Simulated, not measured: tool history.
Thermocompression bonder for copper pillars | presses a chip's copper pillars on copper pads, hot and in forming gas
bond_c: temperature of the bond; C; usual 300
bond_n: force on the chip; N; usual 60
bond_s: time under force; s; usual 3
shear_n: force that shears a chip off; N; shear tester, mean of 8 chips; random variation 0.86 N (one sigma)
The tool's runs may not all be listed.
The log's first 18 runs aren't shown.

Run 19, hour 456.0: usual settings. Result: shear_n 97.9 N.
Run 20, hour 472.2: usual settings but bond_n 40 N. Result: shear_n 79.0 N.
Run 21, hour 494.5: usual settings but bond_c 299 C, bond_n 40 N, bond_s 2 s. Result: shear_n 69.5 N.
Run 22, hour 518.4: usual settings but bond_c 313 C, bond_n 61 N, bond_s 4 s. Result: shear_n 110.8 N.
Run 23, hour 549.4: usual settings but bond_c 310 C, bond_n 87 N, bond_s 2 s. Result: shear_n 105.5 N.
Run 24, hour 569.6: usual settings but bond_c 327 C. Result: shear_n 110.7 N.
Run 25, hour 594.8: usual settings but bond_c 327 C, bond_n 59 N. Result: shear_n 109.4 N.
Run 26, hour 623.2: usual settings but bond_c 282 C, bond_n 63 N, bond_s 5 s. Result: shear_n 95.4 N.
Run 27, hour 651.2: usual settings but bond_c 282 C, bond_n 63 N, bond_s 5 s. Result: shear_n 96.7 N.
Run 28, hour 676.7: usual settings but bond_c 282 C, bond_n 63 N, bond_s 5 s. Result: shear_n 93.8 N.
Run 29, hour 707.8: usual settings but bond_c 297 C, bond_n 62 N, bond_s 5 s. Result: shear_n 103.3 N.
Run 30, hour 739.7: usual settings but bond_c 297 C, bond_n 62 N, bond_s 5 s. Result: shear_n 102.4 N.
Run 31, hour 755.0: usual settings but bond_c 297 C, bond_n 62 N, bond_s 5 s. Result: shear_n 102.4 N.
Run 32, hour 786.4: usual settings but bond_n 84 N, bond_s 2 s. Result: shear_n 93.3 N.
Run 33, hour 810.9: usual settings but bond_c 313 C, bond_s 4 s. Result: shear_n 103.0 N.
At hour 825.9: forming gas filter changed.
Run 34, hour 842.7: usual settings but bond_c 320 C, bond_n 69 N, bond_s 2 s. Result: shear_n 107.1 N.
Run 35, hour 861.2: usual settings but bond_c 302 C, bond_n 74 N, bond_s 9 s. Result: shear_n 128.2 N.
Run 36, hour 880.0: usual settings but bond_c 282 C, bond_n 48 N, bond_s 9 s. Result: shear_n 104.4 N.
Run 37, hour 898.4: usual settings but bond_c 282 C, bond_n 48 N, bond_s 9 s. Result: shear_n 105.4 N.
Run 38, hour 922.0: usual settings but bond_c 282 C, bond_n 48 N, bond_s 9 s. Result: shear_n 104.1 N.
Run 39, hour 943.2: usual settings but bond_c 296 C, bond_n 48 N, bond_s 9 s. Result: shear_n 112.4 N.
Run 40, hour 975.5: usual settings but bond_c 328 C, bond_n 71 N. Result: shear_n 116.7 N.

4 ways to go on from here, each from the tool as it stands after run 40. What would each give?
Run A, hour 993.5: usual settings but bond_c 290 C, bond_n 47 N. Result: shear_n ?.
Run B, hour 993.5: usual settings but bond_n 65 N. Result: shear_n ?.
Run C, hour 993.5: usual settings but bond_c 328 C, bond_n 52 N, bond_s 2 s. Result: shear_n ?.
Run D, hour 993.5: usual settings but bond_n 74 N. Result: shear_n ?.

run  shear_n
  A     81.4
  B     98.6
  C     97.3
  D    103.8
Without the tool's hidden state the same runs would have given:
run  shear_n
  A     81.9
  B     99.9
  C     98.7
  D    105.4
